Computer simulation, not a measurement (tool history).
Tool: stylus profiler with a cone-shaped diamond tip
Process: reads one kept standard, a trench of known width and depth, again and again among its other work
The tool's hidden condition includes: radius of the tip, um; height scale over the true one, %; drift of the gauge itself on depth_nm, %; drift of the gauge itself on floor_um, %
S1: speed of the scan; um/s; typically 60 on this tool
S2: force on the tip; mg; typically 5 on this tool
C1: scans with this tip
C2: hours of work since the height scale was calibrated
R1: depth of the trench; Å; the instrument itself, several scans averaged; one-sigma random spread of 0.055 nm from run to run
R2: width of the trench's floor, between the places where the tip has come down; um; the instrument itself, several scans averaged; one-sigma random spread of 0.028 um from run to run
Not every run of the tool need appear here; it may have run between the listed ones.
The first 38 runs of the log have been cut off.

| run | day | S1 | S2 | C1 | C2 | R1 | R2 |
|---|---|---|---|---|---|---|---|
| 39 | 87.621 | 29 | 2.55 | 13937 | 1266 | 2000.6 | 27.54 |
|  | 90.658 | height scale calibrated on a step standard |
| 40 | 90.675 | 21 | 5.57 | 14559 | 0 | 2021.7 | 27.66 |
| 41 | 93.462 | 17 | 11.62 | 15130 | 52 | 2035 | 27.56 |
| 42 | 95.967 | 71 | 14.61 | 15644 | 99 | 2041.1 | 27.47 |
| 43 | 98.683 | 129 | 6.63 | 16200 | 149 | 2022.5 | 27.16 |
| 44 | 100.417 | 98 | 12.78 | 16556 | 182 | 2037.1 | 27.41 |
| 45 | 102.538 | 98 | 12.78 | 16991 | 221 | 2036.5 | 27.31 |
|  | 102.871 | new tip fitted, height scale calibrated |
| 46 | 104.054 | 158 | 5.95 | 242 | 22 | 2023.7 | 27.72 |

What if the next run were any one of these 3? Each begins from the tool's condition after run 46:
| A | 105.579 | 158 | 7.43 | 555 | 50 | ? | ? |
| B | 105.579 | 158 | 8.43 | 555 | 50 | ? | ? |
| C | 105.579 | 106 | 7.61 | 555 | 50 | ? | ? |

| run | R1 | R2 |
|---|---|---|
| A | 2026.9 | 27.79 |
| B | 2029.7 | 27.78 |
| C | 2027.5 | 27.87 |
The same runs, with their run-to-run variation unchanged, on a tool lacking any hidden condition would have given:
| run | R1 | R2 |
|---|---|---|
| A | 2026.3 | 27.81 |
| B | 2029.1 | 27.8 |
| C | 2026.9 | 27.89 |
